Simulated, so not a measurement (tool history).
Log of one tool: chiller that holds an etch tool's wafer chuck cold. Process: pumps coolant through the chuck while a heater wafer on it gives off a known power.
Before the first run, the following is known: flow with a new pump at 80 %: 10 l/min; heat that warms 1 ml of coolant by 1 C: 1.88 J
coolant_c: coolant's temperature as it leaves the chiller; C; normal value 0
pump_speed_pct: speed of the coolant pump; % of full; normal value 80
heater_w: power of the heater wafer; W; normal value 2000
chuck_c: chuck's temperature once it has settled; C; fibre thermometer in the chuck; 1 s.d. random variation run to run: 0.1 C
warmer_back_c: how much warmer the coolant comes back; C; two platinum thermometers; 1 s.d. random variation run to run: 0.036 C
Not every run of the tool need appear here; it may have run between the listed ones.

Run 1, day 0.000: usual settings. Result: chuck_c 16.2 C, warmer_back_c 6.47 C.
Run 2, day 0.967: usual settings. Result: chuck_c 16.3 C, warmer_back_c 6.46 C.
Run 3, day 1.662: usual settings. Result: chuck_c 16.3 C, warmer_back_c 6.46 C.
At day 2.533: chiller's thermometer calibrated.
Run 4, day 2.842: usual settings but heater_w 2148 W. Result: chuck_c 17.9 C, warmer_back_c 7.01 C.
Run 5, day 4.008: usual settings but heater_w 2148 W. Result: chuck_c 17.8 C, warmer_back_c 6.99 C.
Run 6, day 5.012: usual settings but heater_w 2148 W. Result: chuck_c 18.0 C, warmer_back_c 6.97 C.
Run 7, day 5.850: usual settings but heater_w 2148 W. Result: chuck_c 17.8 C, warmer_back_c 6.97 C.
Run 8, day 6.625: usual settings but heater_w 2148 W. Result: chuck_c 17.9 C, warmer_back_c 7.02 C.
Run 9, day 7.896: usual settings but heater_w 2148 W. Result: chuck_c 18.1 C, warmer_back_c 7.05 C.
Run 10, day 8.729: usual settings but heater_w 2148 W. Result: chuck_c 18.0 C, warmer_back_c 7.00 C.
Run 11, day 9.954: usual settings but heater_w 2148 W. Result: chuck_c 17.9 C, warmer_back_c 6.96 C.
Run 12, day 11.246: usual settings but heater_w 2148 W. Result: chuck_c 17.9 C, warmer_back_c 7.00 C.
Run 13, day 12.525: usual settings but pump_speed_pct 69 % of full. Result: chuck_c 18.2 C, warmer_back_c 7.52 C.
Run 14, day 13.571: usual settings. Result: chuck_c 16.6 C, warmer_back_c 6.54 C.
Run 15, day 14.300: usual settings. Result: chuck_c 16.8 C, warmer_back_c 6.55 C.
Run 16, day 14.838: usual settings but coolant_c -2 C. Result: chuck_c 14.8 C, warmer_back_c 6.59 C.
Run 17, day 16.150: usual settings but coolant_c -2 C. Result: chuck_c 14.9 C, warmer_back_c 6.55 C.
Run 18, day 17.371: usual settings but coolant_c -2 C. Result: chuck_c 14.7 C, warmer_back_c 6.51 C.
Run 19, day 18.004: usual settings but coolant_c -2 C. Result: chuck_c 15.0 C, warmer_back_c 6.51 C.
Run 20, day 18.775: usual settings but heater_w 1491 W. Result: chuck_c 12.7 C, warmer_back_c 4.89 C.
Run 21, day 20.017: usual settings but coolant_c 8 C, pump_speed_pct 61 % of full, heater_w 2414 W. Result: chuck_c 31.8 C, warmer_back_c 10.21 C.
Run 22, day 21.275: usual settings but coolant_c -2 C, pump_speed_pct 97 % of full, heater_w 2232 W. Result: chuck_c 14.9 C, warmer_back_c 6.09 C.
Run 23, day 22.304: usual settings but coolant_c -4 C, pump_speed_pct 100 % of full, heater_w 1555 W. Result: chuck_c 7.6 C, warmer_back_c 4.12 C.
Run 24, day 23.092: usual settings but coolant_c -4 C, pump_speed_pct 64 % of full, heater_w 1875 W. Result: chuck_c 14.2 C, warmer_back_c 7.58 C.
Run 25, day 23.708: usual settings but coolant_c -4 C, pump_speed_pct 64 % of full, heater_w 1875 W. Result: chuck_c 13.9 C, warmer_back_c 7.62 C.
Run 26, day 24.662: usual settings but coolant_c -5 C, pump_speed_pct 83 % of full, heater_w 2021 W. Result: chuck_c 11.9 C, warmer_back_c 6.40 C.
Run 27, day 25.358: usual settings but coolant_c -5 C, pump_speed_pct 83 % of full, heater_w 2021 W. Result: chuck_c 11.6 C, warmer_back_c 6.42 C.
Run 28, day 26.275: usual settings but coolant_c -4 C, pump_speed_pct 91 % of full, heater_w 2254 W. Result: chuck_c 13.7 C, warmer_back_c 6.55 C.
Run 29, day 27.254: usual settings but coolant_c 2 C, pump_speed_pct 66 % of full, heater_w 2958 W. Result: chuck_c 29.8 C, warmer_back_c 11.70 C.
Run 30, day 28.471: usual settings but coolant_c 2 C, pump_speed_pct 66 % of full, heater_w 2958 W. Result: chuck_c 29.9 C, warmer_back_c 11.66 C.
Run 31, day 29.158: usual settings but coolant_c 2 C, pump_speed_pct 66 % of full, heater_w 2958 W. Result: chuck_c 30.1 C, warmer_back_c 11.71 C.

Per-run results on a tool with no hidden state, each run keeping its own random variation:
The hidden state here: heat passed by the chuck's channels, % of clean ones'; flow at a given pump speed, % of a new pump's; coolant's true temperature over the reading, C; drift of the gauge itself on chuck_c, C; drift of the gauge itself on warmer_back_c, C.
run  chuck_c  warmer_back_c
  1     15.4           6.37
  2     15.4           6.36
  3     15.4           6.35
  4     16.5           6.90
  5     16.4           6.87
  6     16.5           6.85
  7     16.4           6.84
  8     16.5           6.90
  9     16.6           6.92
 10     16.6           6.87
 11     16.4           6.82
 12     16.4           6.86
 13     16.7           7.36
 14     15.2           6.40
 15     15.4           6.41
 16     13.3           6.45
 17     13.4           6.40
 18     13.2           6.36
 19     13.5           6.36
 20     11.6           4.77
 21     29.7           9.96
 22     13.4           5.94
 23      6.5           4.02
 24     12.6           7.39
 25     12.3           7.43
 26     10.4           6.23
 27     10.1           6.25
 28     12.0           6.37
 29     27.2          11.38
 30     27.3          11.33
 31     27.5          11.38
